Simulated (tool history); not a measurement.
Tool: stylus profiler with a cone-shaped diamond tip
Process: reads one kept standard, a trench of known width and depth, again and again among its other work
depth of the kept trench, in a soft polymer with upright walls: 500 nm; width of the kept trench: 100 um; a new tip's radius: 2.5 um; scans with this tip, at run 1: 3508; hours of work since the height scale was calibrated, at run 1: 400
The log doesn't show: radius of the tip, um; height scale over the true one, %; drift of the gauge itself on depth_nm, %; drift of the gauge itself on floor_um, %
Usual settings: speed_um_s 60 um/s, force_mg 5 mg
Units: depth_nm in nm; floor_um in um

run    hour  speed_um_s  force_mg  scans with this tip  hours of work since the height scale was calibrated  depth_nm  floor_um
  1       0          60         5                 3508                                                  400    509.17     96.52
  2      56          60         5                 3836                                                  437    509.01     96.55
  3   126.2          60         5                 4249                                                  484     508.8     96.49
  4   168.7          60         5                 4499                                                  513    508.83     96.43
  5   210.1          60         5                 4742                                                  541    508.89     96.44
  6   278.6          60         5                 5144                                                  586    508.73     96.39
  7   326.9          60     13.82                 5428                                                  619    518.38      96.4
  8   379.1         157         5                 5734                                                  654    508.57     96.05
  9   431.9         157         5                 6045                                                  689    508.38     96.04
 10   477.5          60      7.35                 6313                                                  720    511.47     96.28
 11   532.7         126      7.35                 6637                                                  757    511.23     96.14
 12   574.7          49         5                 6884                                                  785    508.13     96.22
 13     640          49         5                 7267                                                  828    508.19     96.17
 14   711.2          49         5                 7685                                                  876     508.2     96.17
 15   785.3          27     11.22                 8121                                                  926    515.38     96.22
 16     833          27     11.22                 8401                                                  958    515.28     96.16
 17   893.6          27      3.82                 8757                                                  998     506.1     96.08
 18   943.1          43     13.36                 9048                                                 1031     517.1     96.03
 19     981          39      7.52                 9270                                                 1057     510.8     96.03
 20  1058.6          60      3.11                 9726                                                 1109    504.94     95.93
 21  1114.2          76      2.16                10053                                                 1146    503.12     95.74

Measured less the same run without the tool's hidden state. The same run-to-run variation is in both; the gauge's scatter may not be:
run  depth_nm  floor_um
  1     -0.95      -0.3
  2     -1.03     -0.34
  3     -1.13     -0.38
  4      -1.2     -0.41
  5     -1.25     -0.44
  6     -1.34     -0.48
  7     -1.44      -0.5
  8      -1.5     -0.54
  9     -1.57     -0.57
 10     -1.64     -0.59
 11     -1.72     -0.63
 12     -1.78     -0.65
 13     -1.88     -0.69
 14     -1.97     -0.73
 15     -2.11     -0.77
 16     -2.19      -0.8
 17     -2.23     -0.84
 18     -2.35     -0.86
 19     -2.39     -0.89
 20     -2.45     -0.93
 21     -2.53     -0.96
